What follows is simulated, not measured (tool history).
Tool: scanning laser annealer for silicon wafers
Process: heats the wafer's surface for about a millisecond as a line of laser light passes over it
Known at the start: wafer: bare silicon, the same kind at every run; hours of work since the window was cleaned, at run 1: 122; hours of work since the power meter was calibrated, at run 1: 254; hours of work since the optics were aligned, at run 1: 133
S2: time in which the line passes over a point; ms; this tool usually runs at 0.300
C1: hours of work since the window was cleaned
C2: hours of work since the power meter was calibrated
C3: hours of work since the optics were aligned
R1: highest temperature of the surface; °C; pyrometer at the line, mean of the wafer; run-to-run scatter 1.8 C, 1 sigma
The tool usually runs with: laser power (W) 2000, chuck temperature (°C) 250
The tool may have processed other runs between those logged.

Run 1, hour 0.0: usual settings; C1 122; C2 254; C3 133. Result: R1 1027 °C.
Run 2, hour 10.7: usual settings; C1 128; C2 260; C3 139. Result: R1 1025 °C.
Run 3, hour 22.6: usual settings; C1 134; C2 266; C3 145. Result: R1 1028 °C.
Run 4, hour 33.4: usual settings but laser power (W) 1815; C1 139; C2 271; C3 150. Result: R1 938 °C.
Run 5, hour 39.3: usual settings; C1 142; C2 274; C3 153. Result: R1 1027 °C.
Run 6, hour 51.0: usual settings; C1 148; C2 280; C3 159. Result: R1 1026 °C.
Run 7, hour 56.6: usual settings; C1 151; C2 283; C3 162. Result: R1 1028 °C.
Run 8, hour 66.2: usual settings; C1 156; C2 288; C3 167. Result: R1 1028 °C.
Run 9, hour 77.0: usual settings but laser power (W) 1988, S2 0.268 ms, chuck temperature (°C) 266; C1 161; C2 293; C3 172. Result: R1 992 °C.
Run 10, hour 84.4: usual settings but laser power (W) 1988, S2 0.268 ms, chuck temperature (°C) 266; C1 165; C2 297; C3 176. Result: R1 994 °C.
Run 11, hour 94.9: usual settings but laser power (W) 2154, S2 0.251 ms, chuck temperature (°C) 215; C1 170; C2 302; C3 181. Result: R1 989 °C.
Run 12, hour 106.8: usual settings but laser power (W) 2154, S2 0.251 ms, chuck temperature (°C) 215; C1 176; C2 308; C3 187. Result: R1 992 °C.
Run 13, hour 117.9: usual settings but S2 0.268 ms; C1 182; C2 314; C3 193. Result: R1 982 °C.
Run 14, hour 130.4: usual settings but S2 0.245 ms; C1 188; C2 320; C3 199. Result: R1 949 °C.
Run 15, hour 141.3: usual settings but laser power (W) 2155, S2 0.245 ms; C1 194; C2 326; C3 205. Result: R1 1017 °C.

Branching from run 15: 5 alternative next runs. What would each branch give?
Run A, hour 147.8: usual settings but laser power (W) 1878, chuck temperature (°C) 258; C1 197; C2 329; C3 208. Result: R1 ?.
Run B, hour 147.8: usual settings but laser power (W) 2155, S2 0.278 ms; C1 197; C2 329; C3 208. Result: R1 ?.
Run C, hour 147.8: usual settings but laser power (W) 1714, S2 0.241 ms, chuck temperature (°C) 236; C1 197; C2 329; C3 208. Result: R1 ?.
Run D, hour 147.8: usual settings but laser power (W) 2155, S2 0.245 ms, chuck temperature (°C) 213; C1 197; C2 329; C3 208. Result: R1 ?.
Run E, hour 147.8: usual settings but laser power (W) 1766, S2 0.245 ms; C1 197; C2 329; C3 208. Result: R1 ?.

run    R1
  A   974
  B  1067
  C   805
  D   982
  E   849
Take away the tool's hidden state, keep each run's random variation, and the runs would have read:
run    R1
  A   980
  B  1073
  C   810
  D   989
  E   854

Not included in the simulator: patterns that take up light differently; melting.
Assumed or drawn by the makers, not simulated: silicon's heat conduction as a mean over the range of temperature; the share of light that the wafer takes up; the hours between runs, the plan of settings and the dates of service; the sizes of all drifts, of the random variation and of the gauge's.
